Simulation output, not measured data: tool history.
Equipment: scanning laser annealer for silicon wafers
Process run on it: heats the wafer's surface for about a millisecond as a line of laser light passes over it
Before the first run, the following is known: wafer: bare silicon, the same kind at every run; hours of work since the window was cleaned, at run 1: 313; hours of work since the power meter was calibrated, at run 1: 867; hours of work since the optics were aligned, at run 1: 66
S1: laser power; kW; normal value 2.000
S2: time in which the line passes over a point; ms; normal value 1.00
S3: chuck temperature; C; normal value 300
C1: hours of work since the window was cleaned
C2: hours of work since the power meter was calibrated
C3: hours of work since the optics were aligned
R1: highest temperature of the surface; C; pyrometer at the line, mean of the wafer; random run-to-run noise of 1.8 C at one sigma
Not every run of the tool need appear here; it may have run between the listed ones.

run,hour,S1,S2,S3,C1,C2,C3,R1
1,0.0,2.000,1.00,300,313,867,66,1002
2,47.1,2.000,1.00,300,338,892,92,1000
# hour 59.5: window over the wafer cleaned
3,79.9,2.000,1.00,300,11,909,108,1005
4,108.2,2.000,0.83,300,26,924,123,936
5,139.2,2.000,0.75,300,43,941,140,906
6,160.2,2.000,0.75,316,54,952,151,920
7,198.4,2.000,0.75,316,74,972,172,919
8,247.7,2.000,0.75,316,101,999,198,919
9,284.5,2.000,0.75,316,120,1018,218,921
10,310.9,2.000,0.75,316,134,1032,232,919
11,359.1,2.000,1.00,300,160,1058,257,1004
12,389.1,2.000,1.00,300,176,1074,274,1003
13,423.2,2.000,1.00,300,195,1093,292,1007
14,452.7,2.000,1.00,300,210,1108,308,1007
15,491.1,2.000,1.00,300,231,1129,328,1003
16,536.1,2.000,1.00,300,255,1153,352,1004
17,571.9,2.000,1.00,300,274,1172,371,1004
18,613.6,2.000,1.00,300,296,1194,394,999
19,651.0,2.000,1.00,300,316,1214,414,1004
20,683.6,2.000,1.00,300,334,1232,431,1003
# hour 703.6: window over the wafer cleaned
21,715.3,1.920,1.00,300,6,1248,447,974
22,744.4,1.947,0.72,274,22,1263,463,852
23,789.0,2.000,1.00,317,46,1287,486,1020
24,814.4,1.776,1.00,317,59,1301,500,939
25,852.4,1.733,1.05,261,80,1321,520,886

For run 26, what comes out?
26,872.7,1.731,1.09,306,90,1332,531,?

Run 26 gave R1 940 C.
Had the tool carried no hidden state, the very same run would have given R1 940 C.

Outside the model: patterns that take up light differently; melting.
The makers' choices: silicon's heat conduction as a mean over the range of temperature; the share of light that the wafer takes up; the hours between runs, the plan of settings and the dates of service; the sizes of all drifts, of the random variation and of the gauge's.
